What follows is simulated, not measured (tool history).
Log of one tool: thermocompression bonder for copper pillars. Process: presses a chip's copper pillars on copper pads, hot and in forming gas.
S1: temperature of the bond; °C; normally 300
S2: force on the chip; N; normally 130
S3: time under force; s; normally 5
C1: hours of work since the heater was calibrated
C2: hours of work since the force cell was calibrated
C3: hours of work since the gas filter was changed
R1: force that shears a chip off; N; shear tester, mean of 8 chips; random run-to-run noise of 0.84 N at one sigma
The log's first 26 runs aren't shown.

{"run": 27, "hour": 768.4, "S1": 279, "S2": 130, "S3": 11, "C1": 189, "C2": 53, "C3": 211, "R1": 69}
{"run": 28, "hour": 803.6, "S1": 310, "S2": 107, "S3": 5, "C1": 205, "C2": 69, "C3": 227, "R1": 59.3}
{"run": 29, "hour": 830.9, "S1": 316, "S2": 130, "S3": 5, "C1": 217, "C2": 81, "C3": 239, "R1": 72.3}
{"run": 30, "hour": 849.0, "S1": 316, "S2": 144, "S3": 5, "C1": 225, "C2": 89, "C3": 247, "R1": 76}
{"run": 31, "hour": 887.8, "S1": 319, "S2": 159, "S3": 5, "C1": 242, "C2": 106, "C3": 264, "R1": 78.8}
{"run": 32, "hour": 915.1, "S1": 300, "S2": 101, "S3": 5, "C1": 254, "C2": 118, "C3": 276, "R1": 53.5}
{"run": 33, "hour": 952.4, "S1": 313, "S2": 79, "S3": 8, "C1": 270, "C2": 134, "C3": 292, "R1": 59.5}
{"run": 34, "hour": 984.0, "S1": 313, "S2": 79, "S3": 8, "C1": 284, "C2": 148, "C3": 306, "R1": 60.4}
{"run": 35, "hour": 1017.5, "S1": 299, "S2": 192, "S3": 8, "C1": 299, "C2": 163, "C3": 321, "R1": 84.8}
{"run": 36, "hour": 1058.8, "S1": 324, "S2": 78, "S3": 3, "C1": 317, "C2": 181, "C3": 339, "R1": 46.1}
{"run": 37, "hour": 1082.9, "S1": 301, "S2": 107, "S3": 15, "C1": 327, "C2": 191, "C3": 349, "R1": 75.1}
{"hour": 1110.6, "done": "forming gas filter changed"}
{"run": 38, "hour": 1126.4, "S1": 301, "S2": 117, "S3": 4, "C1": 346, "C2": 210, "C3": 7, "R1": 60.2}
{"run": 39, "hour": 1149.8, "S1": 301, "S2": 117, "S3": 4, "C1": 356, "C2": 220, "C3": 17, "R1": 59.2}
{"run": 40, "hour": 1188.2, "S1": 275, "S2": 130, "S3": 5, "C1": 373, "C2": 237, "C3": 34, "R1": 53.8}

Here are 3 independent what-if runs from the current tool condition. What would each one return?
{"run": "A", "hour": 1230.7, "S1": 300, "S2": 129, "S3": 5, "C1": 392, "C2": 256, "C3": 53, "R1": "?"}
{"run": "B", "hour": 1230.7, "S1": 275, "S2": 130, "S3": 4, "C1": 392, "C2": 256, "C3": 53, "R1": "?"}
{"run": "C", "hour": 1230.7, "S1": 300, "S2": 155, "S3": 12, "C1": 392, "C2": 256, "C3": 53, "R1": "?"}

run=A R1=66.8
run=B R1=49.9
run=C R1=92.4
With no hidden state in the tool, these same runs would have given:
run=A R1=66.8
run=B R1=49.7
run=C R1=92.9

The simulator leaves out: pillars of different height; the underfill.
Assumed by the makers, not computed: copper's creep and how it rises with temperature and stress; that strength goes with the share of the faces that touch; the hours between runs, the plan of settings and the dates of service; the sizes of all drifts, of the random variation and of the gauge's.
